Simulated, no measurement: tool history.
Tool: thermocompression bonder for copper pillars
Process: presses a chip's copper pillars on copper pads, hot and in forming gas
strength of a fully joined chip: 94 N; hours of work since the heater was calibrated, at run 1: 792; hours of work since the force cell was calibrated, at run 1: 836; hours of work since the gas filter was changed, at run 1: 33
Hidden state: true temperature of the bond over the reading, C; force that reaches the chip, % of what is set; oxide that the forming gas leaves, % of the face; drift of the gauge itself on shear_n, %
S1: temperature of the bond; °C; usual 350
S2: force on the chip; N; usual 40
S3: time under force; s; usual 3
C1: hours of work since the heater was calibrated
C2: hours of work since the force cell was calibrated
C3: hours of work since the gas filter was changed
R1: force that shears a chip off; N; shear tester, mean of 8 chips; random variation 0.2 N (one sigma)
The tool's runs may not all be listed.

run,hour,S1,S2,S3,C1,C2,C3,R1
1,0,350,40,3,792,836,33,64.7
2,23,350,40,3,803,848,45,64.7
3,68.2,350,40,3,827,871,68,64.8
4,94.6,350,40,3,840,884,82,64.6
5,126.1,350,40,6,856,901,98,75.3
6,170.8,350,40,6,879,924,121,75.1
7,196.3,350,40,6,893,937,134,74.7
8,216,350,40,2,903,947,144,57.4
9,244.5,350,40,2,917,961,159,57.5
10,273.4,350,40,3,932,976,174,64
11,295.7,350,40,3,944,988,185,63.9
12,321,350,40,3,957,1001,198,63.9
13,340,350,25,3,966,1011,208,50
14,380.9,350,29,3,987,1032,229,53.9
15,426.4,326,40,3,1011,1055,253,52.4
16,456.5,350,40,3,1026,1070,268,63.4
# hour 462.9: forming gas filter changed
17,496.9,350,40,3,1047,1091,17,65.8
18,518.2,350,40,3,1058,1102,28,65.9
19,537.8,350,40,3,1068,1112,39,65.7
# hour 542.6: heater calibrated with a thermocouple chip
20,564.4,350,40,3,11,1125,51,66.2

The next listed run, before its measurement:
21,611.1,340,45,3,35,1149,75,?

Run 21 gave R1 65.4 N.
Without the tool's hidden state the same run would have given R1 61.1 N.

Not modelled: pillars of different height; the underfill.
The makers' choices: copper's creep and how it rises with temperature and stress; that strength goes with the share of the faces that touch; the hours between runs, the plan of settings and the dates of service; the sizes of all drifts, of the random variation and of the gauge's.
